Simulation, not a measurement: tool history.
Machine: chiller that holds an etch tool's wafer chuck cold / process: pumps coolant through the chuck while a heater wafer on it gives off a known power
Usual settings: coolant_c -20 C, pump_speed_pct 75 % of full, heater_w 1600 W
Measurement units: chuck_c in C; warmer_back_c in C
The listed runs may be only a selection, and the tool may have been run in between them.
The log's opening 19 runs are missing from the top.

run 20 hour=1104.7 | coolant_c=-21 pump_speed_pct=75 heater_w=1600 | chuck_c=-7.3 warmer_back_c=4.87
run 21 hour=1174.3 | coolant_c=-21 pump_speed_pct=75 heater_w=1600 | chuck_c=-7.0 warmer_back_c=4.82
run 22 hour=1219.8 | coolant_c=-20 pump_speed_pct=75 heater_w=966 | chuck_c=-11.4 warmer_back_c=2.94
run 23 hour=1284.2 | coolant_c=-20 pump_speed_pct=75 heater_w=2275 | chuck_c=-0.2 warmer_back_c=6.86
run 24 hour=1324.3 | coolant_c=-18 pump_speed_pct=94 heater_w=1184 | chuck_c=-9.0 warmer_back_c=2.80
run 25 hour=1378.8 | coolant_c=-17 pump_speed_pct=75 heater_w=2166 | chuck_c=1.9 warmer_back_c=6.59
run 26 hour=1438.0 | coolant_c=-19 pump_speed_pct=94 heater_w=1600 | chuck_c=-6.8 warmer_back_c=3.82
run 27 hour=1510.0 | coolant_c=-16 pump_speed_pct=75 heater_w=1600 | chuck_c=-2.1 warmer_back_c=4.87
run 28 hour=1542.9 | coolant_c=-16 pump_speed_pct=75 heater_w=1600 | chuck_c=-2.2 warmer_back_c=4.86
run 29 hour=1612.2 | coolant_c=-26 pump_speed_pct=84 heater_w=1935 | chuck_c=-10.2 warmer_back_c=5.16
run 30 hour=1649.1 | coolant_c=-18 pump_speed_pct=75 heater_w=1892 | chuck_c=-1.5 warmer_back_c=5.73
run 31 hour=1681.8 | coolant_c=-18 pump_speed_pct=75 heater_w=1892 | chuck_c=-1.6 warmer_back_c=5.66
run 32 hour=1712.9 | coolant_c=-18 pump_speed_pct=62 heater_w=930 | chuck_c=-8.9 warmer_back_c=3.43

4 ways to go on from here, each from the tool as it stands after run 32. What would each give?
run A hour=1766.0 | coolant_c=-18 pump_speed_pct=89 heater_w=930 | chuck_c=? warmer_back_c=?
run B hour=1766.0 | coolant_c=-22 pump_speed_pct=86 heater_w=1185 | chuck_c=? warmer_back_c=?
run C hour=1766.0 | coolant_c=-13 pump_speed_pct=62 heater_w=930 | chuck_c=? warmer_back_c=?
run D hour=1766.0 | coolant_c=-24 pump_speed_pct=64 heater_w=931 | chuck_c=? warmer_back_c=?

run=A chuck_c=-10.7 warmer_back_c=2.34
run=B chuck_c=-12.6 warmer_back_c=3.07
run=C chuck_c=-4.0 warmer_back_c=3.43
run=D chuck_c=-15.2 warmer_back_c=3.34
Without the tool's hidden state the same runs would have given:
run=A chuck_c=-10.7 warmer_back_c=2.34
run=B chuck_c=-12.6 warmer_back_c=3.07
run=C chuck_c=-4.0 warmer_back_c=3.43
run=D chuck_c=-15.2 warmer_back_c=3.34
